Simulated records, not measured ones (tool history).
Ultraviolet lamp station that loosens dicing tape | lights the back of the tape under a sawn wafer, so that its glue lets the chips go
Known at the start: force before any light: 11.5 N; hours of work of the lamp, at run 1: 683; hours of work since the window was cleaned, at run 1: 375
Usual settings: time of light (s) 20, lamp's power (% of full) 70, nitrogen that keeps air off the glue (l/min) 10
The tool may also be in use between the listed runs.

run	hour	time of light (s)	lamp's power (% of full)	nitrogen that keeps air off the glue (l/min)	hours of work of the lamp	hours of work since the window was cleaned	force that peels the tape off (N)	light that reached the tape (J/m2)
1	0.0	20	70	10	683	375	1.237	2330
2	68.8	20	70	10	713	406	1.365	2270
3	107.2	20	70	10	730	422	1.303	2250
# hour 141.7: window cleaned of glue's vapour
4	141.7	36	70	10	745	0	0.544	3440
5	193.3	36	70	10	768	23	0.530	3400
6	230.0	20	70	10	784	39	1.993	1840
7	270.1	20	64	10	801	57	2.319	1710
# hour 318.7: window cleaned of glue's vapour, once more
8	346.6	20	64	10	835	12	1.118	2470
9	394.6	20	64	10	856	33	1.143	2390
10	438.4	20	70	13	875	53	0.865	2590
11	474.2	20	70	13	891	69	0.926	2560
12	516.1	20	70	13	910	87	0.923	2540
13	579.8	29	70	10	938	115	0.433	3660
14	627.9	29	70	10	959	136	0.451	3600
15	709.9	27	70	10	995	172	0.582	3310
16	758.3	27	70	10	1017	194	0.599	3210
17	807.0	27	70	10	1038	215	0.601	3190
18	871.6	27	70	10	1066	244	0.613	3170
19	928.3	20	70	11	1091	269	1.208	2310
20	993.5	20	89	10	1120	298	0.821	2880
21	1070.7	20	70	10	1154	332	1.404	2190
22	1143.6	20	70	10	1186	364	1.511	2190
23	1217.1	20	70	4	1219	396	2.519	2120
24	1261.9	29	65	5	1239	416	1.351	2810
# hour 1312.9: window cleaned of glue's vapour
25	1319.3	35	72	5	1264	3	0.450	4460
26	1355.0	31	72	5	1279	19	0.619	3940
27	1401.8	23	89	4	1300	39	0.922	3610
28	1470.6	18	70	11	1330	70	1.447	2140
29	1543.1	37	71	10	1362	101	0.280	4410
30	1578.9	26	63	7	1378	117	1.145	2720
31	1613.8	20	67	10	1393	133	1.433	2220
32	1651.0	20	75	10	1410	149	1.156	2440
33	1711.1	24	70	8	1436	176	1.081	2680
34	1791.8	24	70	8	1472	211	1.132	2620
35	1846.7	24	97	8	1496	235	0.552	3560
36	1926.6	32	91	8	1531	271	0.327	4380
37	1993.7	32	91	8	1561	300	0.332	4300
38	2075.8	26	62	12	1597	336	1.163	2320
39	2136.9	26	62	12	1624	363	1.139	2290
40	2178.5	26	62	12	1642	382	1.177	2260

The next listed run, before its measurement:
41	2258.8	26	96	12	1678	417	?	?

Run 41 gave force that peels the tape off (N) 0.490, light that reached the tape (J/m2) 3460.
Without the tool's hidden state the same run would have given force that peels the tape off (N) 0.178, light that reached the tape (J/m2) 5520.
